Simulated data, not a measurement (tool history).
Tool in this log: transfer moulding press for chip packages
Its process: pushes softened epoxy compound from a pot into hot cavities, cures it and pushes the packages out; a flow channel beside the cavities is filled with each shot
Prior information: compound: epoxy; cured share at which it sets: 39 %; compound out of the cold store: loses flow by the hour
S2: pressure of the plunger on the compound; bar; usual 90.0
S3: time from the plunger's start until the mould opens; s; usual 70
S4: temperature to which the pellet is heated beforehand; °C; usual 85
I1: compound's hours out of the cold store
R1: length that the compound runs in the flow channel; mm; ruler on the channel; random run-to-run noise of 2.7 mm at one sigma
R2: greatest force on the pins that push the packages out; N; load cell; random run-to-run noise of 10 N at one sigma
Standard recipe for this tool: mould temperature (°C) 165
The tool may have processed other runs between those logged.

run 1 day=0.000 | mould_temperature_(°C)=165 S2=90.0 S3=70 S4=85 | I1=16.4 | R1=784 R2=567
run 2 day=0.758 | mould_temperature_(°C)=165 S2=90.0 S3=70 S4=82 | I1=29.8 | R1=754 R2=735
-- day=1.367 cavities cleaned with cleaning compound and waxed
run 3 day=2.446 | mould_temperature_(°C)=165 S2=90.0 S3=70 S4=82 | I1=12.4 | R1=791 R2=785
-- day=3.175 cavities cleaned with cleaning compound and waxed
-- day=3.333 mould's thermocouples calibrated
run 4 day=4.321 | mould_temperature_(°C)=165 S2=90.0 S3=57 S4=82 | I1=32.1 | R1=744 R2=1205
-- day=5.062 cavities cleaned with cleaning compound and waxed
run 5 day=5.179 | mould_temperature_(°C)=165 S2=90.0 S3=57 S4=82 | I1=19.3 | R1=765 R2=912
-- day=6.846 cavities cleaned with cleaning compound and waxed
run 6 day=6.967 | mould_temperature_(°C)=165 S2=90.0 S3=70 S4=85 | I1=18.4 | R1=765 R2=527
-- day=8.625 cavities cleaned with cleaning compound and waxed
run 7 day=8.754 | mould_temperature_(°C)=165 S2=90.0 S3=70 S4=85 | I1=16.9 | R1=767 R2=528
run 8 day=9.717 | mould_temperature_(°C)=165 S2=90.0 S3=70 S4=85 | I1=8.4 | R1=783 R2=764
-- day=10.446 cavities cleaned with cleaning compound and waxed
run 9 day=10.758 | mould_temperature_(°C)=165 S2=90.0 S3=70 S4=85 | I1=41.1 | R1=715 R2=573
run 10 day=11.588 | mould_temperature_(°C)=165 S2=90.0 S3=70 S4=85 | I1=44.8 | R1=708 R2=732
-- day=12.267 cavities cleaned with cleaning compound and waxed
run 11 day=13.079 | mould_temperature_(°C)=165 S2=90.0 S3=70 S4=85 | I1=34.5 | R1=727 R2=667
-- day=14.079 cavities cleaned with cleaning compound and waxed
run 12 day=14.638 | mould_temperature_(°C)=165 S2=90.0 S3=70 S4=85 | I1=43.8 | R1=708 R2=629
-- day=15.950 cavities cleaned with cleaning compound and waxed
-- day=16.346 plunger's sealing rings changed
run 13 day=16.525 | mould_temperature_(°C)=165 S2=90.0 S3=70 S4=85 | I1=36.2 | R1=752 R2=628
-- day=17.888 cavities cleaned with cleaning compound and waxed
run 14 day=18.004 | mould_temperature_(°C)=165 S2=90.0 S3=70 S4=85 | I1=30.1 | R1=760 R2=507
run 15 day=19.088 | mould_temperature_(°C)=171 S2=90.0 S3=53 S4=81 | I1=10.3 | R1=781 R2=1109
-- day=19.692 cavities cleaned with cleaning compound and waxed
run 16 day=20.479 | mould_temperature_(°C)=171 S2=90.0 S3=53 S4=76 | I1=28.6 | R1=745 R2=965
-- day=21.533 cavities cleaned with cleaning compound and waxed
run 17 day=21.996 | mould_temperature_(°C)=165 S2=90.0 S3=77 S4=85 | I1=23.8 | R1=765 R2=538
run 18 day=23.154 | mould_temperature_(°C)=165 S2=90.0 S3=77 S4=84 | I1=22.1 | R1=762 R2=689
-- day=23.367 cavities cleaned with cleaning compound and waxed
run 19 day=24.358 | mould_temperature_(°C)=163 S2=90.0 S3=66 S4=77 | I1=30.9 | R1=755 R2=968
-- day=25.162 cavities cleaned with cleaning compound and waxed
run 20 day=25.162 | mould_temperature_(°C)=167 S2=91.6 S3=70 S4=85 | I1=33.2 | R1=748 R2=410

Run 21, settings as shown, results not yet in. Your forecast:
run 21 day=26.533 | mould_temperature_(°C)=167 S2=91.6 S3=70 S4=85 | I1=43.2 | R1=? R2=?

R1: 721 mm
R2: 702 N
With no hidden state in the tool, this same run would have given R1 737 mm, R2 435 N.
